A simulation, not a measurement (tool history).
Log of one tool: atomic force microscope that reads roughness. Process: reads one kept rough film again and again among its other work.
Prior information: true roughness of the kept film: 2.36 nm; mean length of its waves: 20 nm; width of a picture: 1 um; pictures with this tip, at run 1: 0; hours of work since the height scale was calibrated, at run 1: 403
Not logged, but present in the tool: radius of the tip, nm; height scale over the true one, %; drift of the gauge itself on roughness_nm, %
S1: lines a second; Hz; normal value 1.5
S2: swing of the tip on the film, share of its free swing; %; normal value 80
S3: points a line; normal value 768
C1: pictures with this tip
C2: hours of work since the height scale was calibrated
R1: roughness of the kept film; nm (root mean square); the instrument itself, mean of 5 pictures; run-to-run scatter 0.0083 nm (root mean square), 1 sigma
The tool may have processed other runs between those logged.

| run | day | S1 | S2 | S3 | C1 | C2 | R1 |
|---|---|---|---|---|---|---|---|
| 1 | 0 | 1.5 | 80 | 768 | 0 | 403 | 1.823 |
| 2 | 0.358 | 1.5 | 80 | 768 | 19 | 408 | 1.78 |
| 3 | 0.742 | 1.5 | 80 | 768 | 39 | 414 | 1.74 |
| 4 | 1.383 | 1.5 | 80 | 768 | 74 | 424 | 1.676 |
| 5 | 2.117 | 1.5 | 80 | 316 | 113 | 435 | 1.571 |
| 6 | 2.638 | 1.5 | 80 | 316 | 141 | 443 | 1.526 |
| 7 | 3.375 | 1.5 | 57 | 768 | 180 | 455 | 1.612 |
|  | 3.796 | new tip fitted |
| 8 | 3.829 | 1.5 | 57 | 768 | 1 | 461 | 1.911 |
| 9 | 4.417 | 1.5 | 80 | 585 | 33 | 470 | 1.729 |
| 10 | 4.904 | 1.5 | 80 | 585 | 59 | 478 | 1.665 |
| 11 | 5.646 | 1.5 | 80 | 585 | 99 | 489 | 1.612 |
| 12 | 6.212 | 1.64 | 80 | 768 | 129 | 498 | 1.546 |
| 13 | 6.562 | 1.64 | 80 | 768 | 148 | 504 | 1.522 |
| 14 | 7.067 | 1.5 | 80 | 813 | 175 | 511 | 1.491 |
|  | 7.604 | new tip fitted |
| 15 | 7.712 | 1.74 | 65 | 374 | 6 | 521 | 1.854 |
| 16 | 8.467 | 1.74 | 65 | 374 | 46 | 533 | 1.778 |
| 17 | 8.983 | 1.74 | 69 | 567 | 74 | 541 | 1.715 |
| 18 | 9.692 | 3.53 | 61 | 562 | 112 | 551 | 1.622 |
| 19 | 10.4 | 3.53 | 61 | 562 | 150 | 562 | 1.565 |
| 20 | 10.821 | 3.53 | 61 | 562 | 172 | 569 | 1.539 |
|  | 11.375 | new tip fitted |
| 21 | 11.562 | 1.02 | 80 | 768 | 10 | 580 | 1.838 |
| 22 | 12.25 | 1.22 | 65 | 346 | 47 | 591 | 1.783 |
| 23 | 12.654 | 1.38 | 68 | 686 | 68 | 597 | 1.741 |
| 24 | 13.283 | 1.5 | 55 | 273 | 102 | 607 | 1.673 |
| 25 | 13.629 | 1.46 | 80 | 913 | 120 | 612 | 1.578 |
| 26 | 14.012 | 1.46 | 80 | 913 | 141 | 618 | 1.555 |
| 27 | 14.412 | 2.58 | 66 | 984 | 162 | 624 | 1.547 |

Alternative continuations, all from the tool just after run 27; predict every row:
| A | 15.062 | 0.68 | 74 | 399 | 197 | 634 | ? |
| B | 15.062 | 1.4 | 73 | 768 | 197 | 634 | ? |
| C | 15.062 | 2.27 | 74 | 700 | 197 | 634 | ? |
| D | 15.062 | 1.62 | 80 | 485 | 197 | 634 | ? |
| E | 15.062 | 2.58 | 66 | 869 | 197 | 634 | ? |

| run | R1 |
|---|---|
| A | 1.537 |
| B | 1.519 |
| C | 1.443 |
| D | 1.432 |
| E | 1.511 |
With the hidden condition removed and each run's random variation left untouched, the same runs would have given:
| run | R1 |
|---|---|
| A | 1.924 |
| B | 1.902 |
| C | 1.806 |
| D | 1.794 |
| E | 1.889 |

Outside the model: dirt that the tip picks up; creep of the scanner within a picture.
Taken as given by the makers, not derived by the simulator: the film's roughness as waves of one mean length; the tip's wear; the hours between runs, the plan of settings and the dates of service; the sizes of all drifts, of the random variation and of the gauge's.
